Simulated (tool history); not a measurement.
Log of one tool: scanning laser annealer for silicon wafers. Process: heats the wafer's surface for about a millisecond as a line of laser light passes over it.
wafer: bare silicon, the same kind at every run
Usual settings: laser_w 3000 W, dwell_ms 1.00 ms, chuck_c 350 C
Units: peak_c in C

Run 1, hour 0.0: usual settings. Result: peak_c 1067 C.
Run 2, hour 30.9: usual settings. Result: peak_c 1068 C.
Run 3, hour 66.9: usual settings. Result: peak_c 1066 C.
Run 4, hour 108.1: usual settings but chuck_c 327 C. Result: peak_c 1039 C.
At hour 151.8: optics aligned, line set to its width.
Run 5, hour 165.4: usual settings. Result: peak_c 1078 C.
Run 6, hour 209.1: usual settings. Result: peak_c 1078 C.
Run 7, hour 240.0: usual settings. Result: peak_c 1077 C.
Run 8, hour 294.6: usual settings. Result: peak_c 1076 C.
Run 9, hour 342.6: usual settings but dwell_ms 0.72 ms. Result: peak_c 952 C.
Run 10, hour 385.2: usual settings but dwell_ms 0.92 ms. Result: peak_c 1043 C.
Run 11, hour 413.8: usual settings but dwell_ms 0.92 ms. Result: peak_c 1043 C.
Run 12, hour 450.8: usual settings but dwell_ms 0.92 ms. Result: peak_c 1039 C.
Run 13, hour 480.6: usual settings but dwell_ms 0.92 ms, chuck_c 339 C. Result: peak_c 1028 C.
Run 14, hour 509.1: usual settings but chuck_c 320 C. Result: peak_c 1043 C.
Run 15, hour 557.6: usual settings but chuck_c 320 C. Result: peak_c 1039 C.
Run 16, hour 602.8: usual settings but chuck_c 320 C. Result: peak_c 1039 C.
Run 17, hour 652.6: usual settings but chuck_c 320 C. Result: peak_c 1040 C.
Run 18, hour 695.9: usual settings but laser_w 3182 W, dwell_ms 0.95 ms. Result: peak_c 1101 C.
Run 19, hour 736.2: usual settings but laser_w 3182 W, dwell_ms 0.95 ms. Result: peak_c 1101 C.
Run 20, hour 767.3: usual settings but laser_w 3182 W, dwell_ms 0.95 ms. Result: peak_c 1100 C.
Run 21, hour 813.0: usual settings but chuck_c 335 C. Result: peak_c 1050 C.
Run 22, hour 859.3: usual settings but laser_w 3007 W, dwell_ms 1.24 ms, chuck_c 317 C. Result: peak_c 1129 C.
Run 23, hour 902.2: usual settings but laser_w 2681 W, chuck_c 369 C. Result: peak_c 985 C.
Run 24, hour 926.2: usual settings but laser_w 2971 W, dwell_ms 0.83 ms. Result: peak_c 982 C.
Run 25, hour 951.0: usual settings but chuck_c 320 C. Result: peak_c 1031 C.
Run 26, hour 993.7: usual settings but chuck_c 320 C. Result: peak_c 1031 C.
Run 27, hour 1044.7: usual settings but laser_w 2973 W, dwell_ms 1.09 ms, chuck_c 320 C. Result: peak_c 1057 C.
Run 28, hour 1077.5: usual settings but laser_w 2633 W, dwell_ms 0.85 ms, chuck_c 334 C. Result: peak_c 880 C.
Run 29, hour 1124.6: usual settings but laser_w 3247 W. Result: peak_c 1131 C.
Run 30, hour 1174.5: usual settings but laser_w 3247 W. Result: peak_c 1129 C.
Run 31, hour 1224.6: usual settings but laser_w 3247 W, chuck_c 369 C. Result: peak_c 1150 C.

Forecast each of these 4 alternatives for the next run:
Run A, hour 1270.8: usual settings but laser_w 2656 W, dwell_ms 1.17 ms, chuck_c 345 C. Result: peak_c ?.
Run B, hour 1270.8: usual settings but laser_w 2563 W, dwell_ms 1.19 ms, chuck_c 353 C. Result: peak_c ?.
Run C, hour 1270.8: usual settings but laser_w 2916 W, dwell_ms 0.92 ms, chuck_c 354 C. Result: peak_c ?.
Run D, hour 1270.8: usual settings but laser_w 2580 W, dwell_ms 1.04 ms, chuck_c 383 C. Result: peak_c ?.

run  peak_c
  A    1006
  B     988
  C    1001
  D     976
Without the tool's hidden state the same runs would have given:
run  peak_c
  A    1041
  B    1022
  C    1035
  D    1008
